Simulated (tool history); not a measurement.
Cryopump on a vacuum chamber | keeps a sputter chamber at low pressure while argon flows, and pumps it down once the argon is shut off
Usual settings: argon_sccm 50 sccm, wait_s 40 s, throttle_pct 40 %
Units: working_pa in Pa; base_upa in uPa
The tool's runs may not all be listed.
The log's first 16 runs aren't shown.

run,hour,argon_sccm,wait_s,throttle_pct,working_pa,base_upa
17,471.1,50,40,40,0.1552,4.35
18,490,56,40,36,0.1931,4.39
19,521.8,56,40,36,0.1957,4.39
20,551.2,56,40,36,0.1952,4.55
21,582.6,56,40,56,0.128,4.57
22,615.8,50,40,49,0.1307,4.66
# hour 639.5: leaking fittings of the chamber tightened, without venting
23,651.4,50,40,49,0.1313,1.73
24,682.9,77,172,51,0.1979,0.67
25,714.2,37,55,23,0.2045,1.41
26,745.2,37,55,23,0.2055,1.44
27,783.8,30,169,23,0.1672,0.72
28,809.9,20,104,52,0.0535,1
29,835.3,29,41,52,0.076,1.88
30,855.3,32,74,40,0.1065,1.22
31,872.8,32,251,26,0.1595,0.72
32,903.3,37,251,18,0.2644,0.8
33,939.4,60,40,53,0.1597,2.08

Forecast each of these 3 alternatives for the next run:
A,977.9,68,40,33,?,?
B,977.9,29,105,40,?,?
C,977.9,24,40,44,?,?

run,working_pa,base_upa
A,0.2796,2.03
B,0.1001,1.19
C,0.0765,2.11
Without the tool's hidden state the same runs would have given:
run,working_pa,base_upa
A,0.2526,1.66
B,0.0886,0.81
C,0.0669,1.73

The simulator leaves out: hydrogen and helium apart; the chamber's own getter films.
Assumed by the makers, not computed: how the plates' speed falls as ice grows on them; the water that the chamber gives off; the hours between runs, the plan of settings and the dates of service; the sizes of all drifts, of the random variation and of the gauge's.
